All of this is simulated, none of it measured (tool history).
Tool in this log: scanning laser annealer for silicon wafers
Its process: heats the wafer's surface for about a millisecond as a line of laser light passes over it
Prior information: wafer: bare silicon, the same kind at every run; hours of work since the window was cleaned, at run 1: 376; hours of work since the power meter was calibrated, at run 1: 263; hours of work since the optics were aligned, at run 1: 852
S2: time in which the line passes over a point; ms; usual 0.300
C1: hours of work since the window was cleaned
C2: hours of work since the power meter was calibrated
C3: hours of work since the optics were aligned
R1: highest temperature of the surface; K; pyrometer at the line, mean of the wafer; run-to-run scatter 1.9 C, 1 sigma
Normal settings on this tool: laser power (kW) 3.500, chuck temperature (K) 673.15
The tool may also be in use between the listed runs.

run 1 day=0.000 | laser_power_(kW)=3.500 S2=0.300 chuck_temperature_(K)=673.15 | C1=376 C2=263 C3=852 | R1=1365.15
run 2 day=1.362 | laser_power_(kW)=3.500 S2=0.300 chuck_temperature_(K)=656.15 | C1=391 C2=277 C3=866 | R1=1346.15
run 3 day=2.675 | laser_power_(kW)=3.500 S2=0.300 chuck_temperature_(K)=658.15 | C1=404 C2=291 C3=880 | R1=1352.15
run 4 day=3.438 | laser_power_(kW)=3.500 S2=0.300 chuck_temperature_(K)=658.15 | C1=412 C2=299 C3=888 | R1=1346.15
run 5 day=4.621 | laser_power_(kW)=3.500 S2=0.273 chuck_temperature_(K)=673.15 | C1=425 C2=311 C3=900 | R1=1333.15
run 6 day=5.438 | laser_power_(kW)=3.500 S2=0.273 chuck_temperature_(K)=673.15 | C1=433 C2=320 C3=909 | R1=1329.15
run 7 day=6.775 | laser_power_(kW)=3.500 S2=0.273 chuck_temperature_(K)=673.15 | C1=447 C2=334 C3=923 | R1=1329.15
run 8 day=7.854 | laser_power_(kW)=3.493 S2=0.300 chuck_temperature_(K)=673.15 | C1=459 C2=345 C3=934 | R1=1363.15
run 9 day=9.012 | laser_power_(kW)=3.493 S2=0.300 chuck_temperature_(K)=673.15 | C1=471 C2=358 C3=947 | R1=1357.15
run 10 day=10.067 | laser_power_(kW)=3.500 S2=0.359 chuck_temperature_(K)=673.15 | C1=482 C2=369 C3=958 | R1=1428.15
run 11 day=11.488 | laser_power_(kW)=3.500 S2=0.359 chuck_temperature_(K)=673.15 | C1=497 C2=384 C3=973 | R1=1423.15
run 12 day=12.896 | laser_power_(kW)=3.393 S2=0.359 chuck_temperature_(K)=673.15 | C1=512 C2=398 C3=987 | R1=1403.15
run 13 day=13.788 | laser_power_(kW)=3.393 S2=0.359 chuck_temperature_(K)=673.15 | C1=521 C2=408 C3=997 | R1=1402.15
run 14 day=14.571 | laser_power_(kW)=3.393 S2=0.359 chuck_temperature_(K)=673.15 | C1=529 C2=416 C3=1005 | R1=1404.15
run 15 day=15.442 | laser_power_(kW)=3.393 S2=0.240 chuck_temperature_(K)=673.15 | C1=538 C2=425 C3=1014 | R1=1264.15
run 16 day=16.888 | laser_power_(kW)=3.393 S2=0.240 chuck_temperature_(K)=673.15 | C1=554 C2=440 C3=1029 | R1=1264.15
run 17 day=17.650 | laser_power_(kW)=3.393 S2=0.240 chuck_temperature_(K)=673.15 | C1=562 C2=448 C3=1037 | R1=1265.15
run 18 day=18.617 | laser_power_(kW)=3.393 S2=0.240 chuck_temperature_(K)=673.15 | C1=572 C2=458 C3=1047 | R1=1265.15
run 19 day=19.792 | laser_power_(kW)=3.500 S2=0.300 chuck_temperature_(K)=673.15 | C1=584 C2=471 C3=1060 | R1=1352.15
run 20 day=20.917 | laser_power_(kW)=3.500 S2=0.300 chuck_temperature_(K)=673.15 | C1=596 C2=483 C3=1072 | R1=1350.15
run 21 day=21.800 | laser_power_(kW)=3.500 S2=0.300 chuck_temperature_(K)=673.15 | C1=605 C2=492 C3=1081 | R1=1349.15
-- day=22.204 window over the wafer cleaned
run 22 day=22.833 | laser_power_(kW)=3.634 S2=0.300 chuck_temperature_(K)=677.15 | C1=7 C2=502 C3=1091 | R1=1409.15
run 23 day=24.292 | laser_power_(kW)=3.500 S2=0.364 chuck_temperature_(K)=662.15 | C1=22 C2=517 C3=1106 | R1=1443.15
run 24 day=25.367 | laser_power_(kW)=3.500 S2=0.364 chuck_temperature_(K)=662.15 | C1=33 C2=528 C3=1117 | R1=1442.15
run 25 day=26.871 | laser_power_(kW)=3.147 S2=0.246 chuck_temperature_(K)=703.15 | C1=49 C2=544 C3=1133 | R1=1283.15
run 26 day=28.267 | laser_power_(kW)=3.241 S2=0.338 chuck_temperature_(K)=708.15 | C1=64 C2=559 C3=1148 | R1=1406.15
-- day=29.096 optics aligned, line set to its width
run 27 day=29.683 | laser_power_(kW)=3.837 S2=0.233 chuck_temperature_(K)=658.15 | C1=76 C2=572 C3=6 | R1=1340.15
run 28 day=30.900 | laser_power_(kW)=3.504 S2=0.250 chuck_temperature_(K)=691.15 | C1=89 C2=584 C3=19 | R1=1341.15
run 29 day=32.088 | laser_power_(kW)=3.426 S2=0.246 chuck_temperature_(K)=691.15 | C1=102 C2=597 C3=31 | R1=1325.15
run 30 day=33.546 | laser_power_(kW)=3.754 S2=0.300 chuck_temperature_(K)=673.15 | C1=117 C2=612 C3=47 | R1=1431.15
run 31 day=34.196 | laser_power_(kW)=3.754 S2=0.300 chuck_temperature_(K)=673.15 | C1=124 C2=619 C3=54 | R1=1434.15
run 32 day=35.608 | laser_power_(kW)=3.077 S2=0.300 chuck_temperature_(K)=703.15 | C1=139 C2=634 C3=68 | R1=1336.15
run 33 day=37.179 | laser_power_(kW)=3.077 S2=0.300 chuck_temperature_(K)=703.15 | C1=155 C2=650 C3=85 | R1=1334.15
run 34 day=38.100 | laser_power_(kW)=3.323 S2=0.290 chuck_temperature_(K)=693.15 | C1=165 C2=660 C3=95 | R1=1355.15
run 35 day=38.996 | laser_power_(kW)=3.323 S2=0.330 chuck_temperature_(K)=681.15 | C1=174 C2=669 C3=104 | R1=1391.15
run 36 day=40.350 | laser_power_(kW)=3.600 S2=0.346 chuck_temperature_(K)=645.15 | C1=188 C2=684 C3=118 | R1=1427.15
run 37 day=41.388 | laser_power_(kW)=3.557 S2=0.346 chuck_temperature_(K)=701.15 | C1=199 C2=694 C3=129 | R1=1472.15
run 38 day=42.696 | laser_power_(kW)=3.557 S2=0.365 chuck_temperature_(K)=661.15 | C1=213 C2=708 C3=143 | R1=1454.15
run 39 day=43.429 | laser_power_(kW)=3.736 S2=0.365 chuck_temperature_(K)=654.15 | C1=221 C2=716 C3=151 | R1=1484.15
run 40 day=44.588 | laser_power_(kW)=3.736 S2=0.365 chuck_temperature_(K)=654.15 | C1=233 C2=728 C3=163 | R1=1483.15
run 41 day=45.954 | laser_power_(kW)=2.983 S2=0.280 chuck_temperature_(K)=685.15 | C1=247 C2=742 C3=177 | R1=1273.15

Predict each of these 4 candidate next runs independently; none follows another, all start after run 41:
run A day=47.079 | laser_power_(kW)=3.500 S2=0.300 chuck_temperature_(K)=704.15 | C1=259 C2=754 C3=189 | R1=?
run B day=47.079 | laser_power_(kW)=3.528 S2=0.280 chuck_temperature_(K)=685.15 | C1=259 C2=754 C3=189 | R1=?
run C day=47.079 | laser_power_(kW)=3.055 S2=0.264 chuck_temperature_(K)=666.15 | C1=259 C2=754 C3=189 | R1=?
run D day=47.079 | laser_power_(kW)=3.510 S2=0.247 chuck_temperature_(K)=685.15 | C1=259 C2=754 C3=189 | R1=?

run=A R1=1407.15
run=B R1=1369.15
run=C R1=1249.15
run=D R1=1324.15
The same runs, with their run-to-run variation unchanged, on a tool lacking any hidden condition would have given:
run=A R1=1422.15
run=B R1=1384.15
run=C R1=1262.15
run=D R1=1338.15
